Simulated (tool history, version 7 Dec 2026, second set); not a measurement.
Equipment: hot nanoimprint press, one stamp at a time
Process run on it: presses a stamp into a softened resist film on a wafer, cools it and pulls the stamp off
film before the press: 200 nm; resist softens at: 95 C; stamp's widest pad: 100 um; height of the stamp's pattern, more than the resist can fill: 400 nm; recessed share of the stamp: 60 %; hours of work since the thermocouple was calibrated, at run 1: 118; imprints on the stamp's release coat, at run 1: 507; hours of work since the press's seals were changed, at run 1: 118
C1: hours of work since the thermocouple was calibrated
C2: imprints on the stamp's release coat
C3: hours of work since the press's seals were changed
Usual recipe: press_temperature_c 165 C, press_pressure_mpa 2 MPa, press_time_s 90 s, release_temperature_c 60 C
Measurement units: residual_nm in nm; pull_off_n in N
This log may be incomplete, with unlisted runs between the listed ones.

Run 1, day 0: usual settings; C1 118; C2 507; C3 118. Result: residual_nm 71.1 nm, pull_off_n 91.1 N.
Run 2, day 1.412: usual settings; C1 133; C2 589; C3 133. Result: residual_nm 70.5 nm, pull_off_n 90.6 N.
Run 3, day 2.779: usual settings; C1 148; C2 668; C3 148. Result: residual_nm 71 nm, pull_off_n 90.8 N.
Run 4, day 4.004: usual settings; C1 160; C2 739; C3 160. Result: residual_nm 71.1 nm, pull_off_n 91.4 N.
Run 5, day 5.562: usual settings; C1 177; C2 829; C3 177. Result: residual_nm 71.2 nm, pull_off_n 90.9 N.
Run 6, day 6.488: usual settings; C1 186; C2 882; C3 186. Result: residual_nm 71.2 nm, pull_off_n 90.8 N.
Run 7, day 7.629: usual settings; C1 198; C2 948; C3 198. Result: residual_nm 71.1 nm, pull_off_n 90.1 N.
At day 8.229: stamp cleaned and given a new release coat.
Run 8, day 9.6: usual settings; C1 216; C2 79; C3 216. Result: residual_nm 71.3 nm, pull_off_n 90.2 N.
Run 9, day 11.35: usual settings but press_temperature_c 171 C; C1 234; C2 180; C3 234. Result: residual_nm 52.5 nm, pull_off_n 91 N.
Run 10, day 12.642: usual settings but press_temperature_c 171 C; C1 248; C2 255; C3 248. Result: residual_nm 52.1 nm, pull_off_n 90.4 N.
Run 11, day 13.683: usual settings but press_temperature_c 171 C; C1 259; C2 315; C3 259. Result: residual_nm 52.9 nm, pull_off_n 90.5 N.
At day 14.883: plate thermocouple calibrated.
Run 12, day 15.121: usual settings but press_temperature_c 171 C, press_time_s 59 s; C1 3; C2 391; C3 273. Result: residual_nm 62.2 nm, pull_off_n 90.5 N.
Run 13, day 16.221: usual settings but press_temperature_c 171 C, press_time_s 59 s; C1 14; C2 454; C3 284. Result: residual_nm 62.3 nm, pull_off_n 90.5 N.
Run 14, day 17.862: usual settings but press_temperature_c 171 C, press_time_s 59 s; C1 31; C2 549; C3 301. Result: residual_nm 61.9 nm, pull_off_n 90.6 N.
Run 15, day 18.883: usual settings but press_temperature_c 172 C; C1 42; C2 608; C3 312. Result: residual_nm 49.7 nm, pull_off_n 91.2 N.
Run 16, day 20.104: usual settings but press_time_s 73 s; C1 55; C2 679; C3 325. Result: residual_nm 76.8 nm, pull_off_n 91.3 N.
Run 17, day 22.046: usual settings but press_pressure_mpa 1.66 MPa, press_time_s 73 s, release_temperature_c 53 C; C1 75; C2 791; C3 345. Result: residual_nm 84.5 nm, pull_off_n 96.9 N.
Run 18, day 22.875: usual settings but press_temperature_c 160 C, press_pressure_mpa 1.66 MPa, press_time_s 48 s, release_temperature_c 53 C; C1 84; C2 839; C3 354. Result: residual_nm 122.3 nm, pull_off_n 96.4 N.
Run 19, day 24.071: usual settings but press_temperature_c 160 C, press_pressure_mpa 1.66 MPa, press_time_s 91 s, release_temperature_c 58 C; C1 96; C2 908; C3 366. Result: residual_nm 99 nm, pull_off_n 91.9 N.
At day 25.383: stamp cleaned and given a new release coat.
Run 20, day 25.533: usual settings but press_temperature_c 158 C, press_pressure_mpa 1.66 MPa, press_time_s 91 s, release_temperature_c 58 C; C1 109; C2 8; C3 379. Result: residual_nm 109.3 nm, pull_off_n 92.1 N.
Run 21, day 26.867: usual settings but press_temperature_c 170 C, press_pressure_mpa 1.84 MPa, press_time_s 124 s, release_temperature_c 58 C; C1 123; C2 85; C3 393. Result: residual_nm 50.3 nm, pull_off_n 92.1 N.
Run 22, day 27.971: usual settings but press_temperature_c 170 C, press_pressure_mpa 1.84 MPa, press_time_s 124 s, release_temperature_c 58 C; C1 134; C2 149; C3 404. Result: residual_nm 50.8 nm, pull_off_n 92.8 N.
Run 23, day 29.333: usual settings but press_temperature_c 166 C, press_pressure_mpa 2.28 MPa, press_time_s 155 s, release_temperature_c 58 C; C1 148; C2 228; C3 418. Result: residual_nm 50 nm, pull_off_n 92.6 N.
Run 24, day 30.325: usual settings but press_temperature_c 166 C, press_pressure_mpa 2.28 MPa, press_time_s 155 s, release_temperature_c 58 C; C1 159; C2 286; C3 429. Result: residual_nm 50.4 nm, pull_off_n 92.4 N.
Run 25, day 31.746: usual settings but press_temperature_c 175 C; C1 174; C2 368; C3 444. Result: residual_nm 43.2 nm, pull_off_n 90.9 N.
Run 26, day 33.658: usual settings but press_pressure_mpa 3.13 MPa, press_time_s 120 s; C1 194; C2 478; C3 464. Result: residual_nm 50 nm, pull_off_n 90.6 N.
Run 27, day 35.279: usual settings but press_temperature_c 167 C, press_pressure_mpa 1.55 MPa, release_temperature_c 59 C; C1 211; C2 572; C3 481. Result: residual_nm 73.2 nm, pull_off_n 91.9 N.
Run 28, day 36.071: usual settings but press_temperature_c 167 C, press_pressure_mpa 3.02 MPa, press_time_s 82 s; C1 219; C2 618; C3 489. Result: residual_nm 53.6 nm, pull_off_n 90.4 N.
Run 29, day 37.829: usual settings but press_temperature_c 158 C, press_pressure_mpa 2.76 MPa, press_time_s 148 s, release_temperature_c 51 C; C1 237; C2 719; C3 507. Result: residual_nm 72.3 nm, pull_off_n 98.4 N.

What if the next run were any one of these 3? Each begins from the tool's condition after run 29:
Run A, day 38.625: usual settings but release_temperature_c 57 C; C1 246; C2 765; C3 516. Result: residual_nm ?, pull_off_n ?.
Run B, day 38.625: usual settings but press_pressure_mpa 2.05 MPa, press_time_s 172 s; C1 246; C2 765; C3 516. Result: residual_nm ?, pull_off_n ?.
Run C, day 38.625: usual settings but press_pressure_mpa 2.99 MPa; C1 246; C2 765; C3 516. Result: residual_nm ?, pull_off_n ?.

run  residual_nm  pull_off_n
  A         70.7        93.8
  B         53.3        91.2
  C         57.7        90.8
The same runs, with their run-to-run variation unchanged, on a tool lacking any hidden condition would have given:
run  residual_nm  pull_off_n
  A         70.5        93.6
  B         53.1          91
  C         57.5        90.6
